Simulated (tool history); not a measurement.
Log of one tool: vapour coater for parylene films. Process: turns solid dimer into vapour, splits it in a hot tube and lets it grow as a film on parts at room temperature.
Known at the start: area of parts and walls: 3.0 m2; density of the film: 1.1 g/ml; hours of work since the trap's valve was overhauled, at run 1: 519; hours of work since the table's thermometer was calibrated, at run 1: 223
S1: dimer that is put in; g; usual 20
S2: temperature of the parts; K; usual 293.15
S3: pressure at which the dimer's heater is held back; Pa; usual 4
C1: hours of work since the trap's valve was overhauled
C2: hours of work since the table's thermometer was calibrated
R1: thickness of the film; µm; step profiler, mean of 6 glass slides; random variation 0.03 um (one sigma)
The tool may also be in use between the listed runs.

run 1 day=0 | S1=20 S2=293.15 S3=4 | C1=519 C2=223 | R1=2.84
run 2 day=0.683 | S1=20 S2=293.15 S3=4 | C1=526 C2=230 | R1=2.87
run 3 day=1.133 | S1=20 S2=293.15 S3=4 | C1=530 C2=235 | R1=2.86
run 4 day=1.7 | S1=20 S2=293.15 S3=4 | C1=536 C2=240 | R1=2.87
run 5 day=2.025 | S1=20 S2=293.15 S3=4 | C1=539 C2=244 | R1=2.86
run 6 day=2.412 | S1=20 S2=293.15 S3=4 | C1=543 C2=248 | R1=2.86
run 7 day=3.088 | S1=20 S2=293.15 S3=4 | C1=550 C2=254 | R1=2.9
run 8 day=3.738 | S1=8 S2=293.15 S3=4 | C1=557 C2=261 | R1=1.16
run 9 day=4.25 | S1=8 S2=293.15 S3=4 | C1=562 C2=266 | R1=1.17

Run 10 comes next. What will it give?
run 10 day=4.921 | S1=8 S2=293.15 S3=4 | C1=569 C2=273 | R1=?

Run 10 gave R1 1.11 µm.
Without the tool's hidden state the same run would have given R1 1.12 µm.
